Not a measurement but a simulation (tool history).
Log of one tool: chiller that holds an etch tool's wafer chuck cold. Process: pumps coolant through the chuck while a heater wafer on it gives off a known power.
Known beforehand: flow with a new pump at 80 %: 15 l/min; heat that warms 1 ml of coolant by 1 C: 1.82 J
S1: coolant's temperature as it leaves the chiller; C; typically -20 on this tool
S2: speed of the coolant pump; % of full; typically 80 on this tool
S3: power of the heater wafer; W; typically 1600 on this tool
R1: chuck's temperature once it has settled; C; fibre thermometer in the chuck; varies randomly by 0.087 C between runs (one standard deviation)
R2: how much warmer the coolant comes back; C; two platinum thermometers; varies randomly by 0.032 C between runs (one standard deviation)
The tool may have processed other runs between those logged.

{"run": 1, "hour": 0.0, "S1": -20, "S2": 80, "S3": 1600, "R1": -7.79, "R2": 3.91}
{"run": 2, "hour": 70.6, "S1": -20, "S2": 80, "S3": 1600, "R1": -7.67, "R2": 3.99}
{"run": 3, "hour": 145.7, "S1": -20, "S2": 80, "S3": 1600, "R1": -7.51, "R2": 3.94}
{"run": 4, "hour": 201.5, "S1": -20, "S2": 80, "S3": 1600, "R1": -7.63, "R2": 3.96}
{"run": 5, "hour": 254.7, "S1": -20, "S2": 80, "S3": 1600, "R1": -7.57, "R2": 3.97}
{"run": 6, "hour": 312.6, "S1": -20, "S2": 80, "S3": 1037, "R1": -12.02, "R2": 2.61}
{"run": 7, "hour": 361.2, "S1": -20, "S2": 80, "S3": 1037, "R1": -12.03, "R2": 2.61}
{"run": 8, "hour": 436.8, "S1": -20, "S2": 80, "S3": 1037, "R1": -12.22, "R2": 2.61}
{"run": 9, "hour": 546.2, "S1": -20, "S2": 80, "S3": 1037, "R1": -11.97, "R2": 2.61}
{"run": 10, "hour": 656.2, "S1": -20, "S2": 73, "S3": 1037, "R1": -11.47, "R2": 2.88}
{"run": 11, "hour": 745.2, "S1": -20, "S2": 73, "S3": 1037, "R1": -11.45, "R2": 2.9}
{"run": 12, "hour": 842.2, "S1": -20, "S2": 73, "S3": 1037, "R1": -11.61, "R2": 2.99}
{"run": 13, "hour": 893.6, "S1": -20, "S2": 73, "S3": 1037, "R1": -11.6, "R2": 2.89}
{"run": 14, "hour": 994.1, "S1": -20, "S2": 80, "S3": 2101, "R1": -3.36, "R2": 5.4}
{"run": 15, "hour": 1057.2, "S1": -20, "S2": 80, "S3": 2101, "R1": -3.21, "R2": 5.38}
{"run": 16, "hour": 1111.4, "S1": -24, "S2": 80, "S3": 1600, "R1": -10.96, "R2": 4.11}
{"run": 17, "hour": 1211.6, "S1": -11, "S2": 62, "S3": 1333, "R1": 1.57, "R2": 4.52}
{"run": 18, "hour": 1275.6, "S1": -16, "S2": 82, "S3": 2087, "R1": 0.91, "R2": 5.32}
{"run": 19, "hour": 1362.5, "S1": -24, "S2": 77, "S3": 2087, "R1": -6.44, "R2": 5.76}
{"run": 20, "hour": 1424.4, "S1": -12, "S2": 80, "S3": 1600, "R1": 1.13, "R2": 4.18}
{"run": 21, "hour": 1504.5, "S1": -10, "S2": 94, "S3": 1398, "R1": 0.48, "R2": 3.11}
{"run": 22, "hour": 1562.6, "S1": -25, "S2": 98, "S3": 906, "R1": -18.35, "R2": 1.93}
{"run": 23, "hour": 1610.1, "S1": -25, "S2": 98, "S3": 1650, "R1": -12.96, "R2": 3.54}
{"run": 24, "hour": 1716.2, "S1": -20, "S2": 73, "S3": 1702, "R1": -6.09, "R2": 4.95}
{"run": 25, "hour": 1810.3, "S1": -20, "S2": 73, "S3": 1702, "R1": -5.95, "R2": 4.99}
{"run": 26, "hour": 1878.8, "S1": -20, "S2": 73, "S3": 1702, "R1": -5.98, "R2": 4.99}
{"run": 27, "hour": 1931.7, "S1": -20, "S2": 73, "S3": 1702, "R1": -5.96, "R2": 4.97}
{"run": 28, "hour": 2017.2, "S1": -20, "S2": 73, "S3": 1702, "R1": -6.08, "R2": 4.97}
{"run": 29, "hour": 2066.6, "S1": -20, "S2": 73, "S3": 1702, "R1": -5.94, "R2": 5.04}
{"run": 30, "hour": 2127.1, "S1": -21, "S2": 64, "S3": 1702, "R1": -5.59, "R2": 5.76}

Taken out of this log: 3 entries between the listed runs. Where each belongs, and how the hidden state differs across it:
Logged between run 10 and run 11: chiller's thermometer calibrated (hour 663.1)
  heat passed by the chuck's channels, % of clean ones': 93.3 -> 93; flow at a given pump speed, % of a new pump's: 86.5 -> 86.2; coolant's true temperature over the reading, C: -0.23 -> -0.4
  what was measured, less what the result would be without the hidden state, R1: +0.93 -> +0.79 C; R2: +0.39 -> +0.40 C
Logged between run 15 and run 16: chiller's thermometer calibrated, once more (hour 1064.3)
  heat passed by the chuck's channels, % of clean ones': 92.2 -> 92; flow at a given pump speed, % of a new pump's: 85.1 -> 84.9; coolant's true temperature over the reading, C: -0.45 -> -0.04
  what was measured, less what the result would be without the hidden state, R1: +2.09 -> +1.93 C; R2: +0.81 -> +0.62 C
Logged between run 23 and run 24: coolant changed, channels flushed (hour 1692.0)
  heat passed by the chuck's channels, % of clean ones': 90.6 -> 99.1; flow at a given pump speed, % of a new pump's: 83.3 -> 82.9; coolant's true temperature over the reading, C: -0.12 -> -0.14
  what was measured, less what the result would be without the hidden state, R1: +1.98 -> +1.42 C; R2: +0.59 -> +0.84 C

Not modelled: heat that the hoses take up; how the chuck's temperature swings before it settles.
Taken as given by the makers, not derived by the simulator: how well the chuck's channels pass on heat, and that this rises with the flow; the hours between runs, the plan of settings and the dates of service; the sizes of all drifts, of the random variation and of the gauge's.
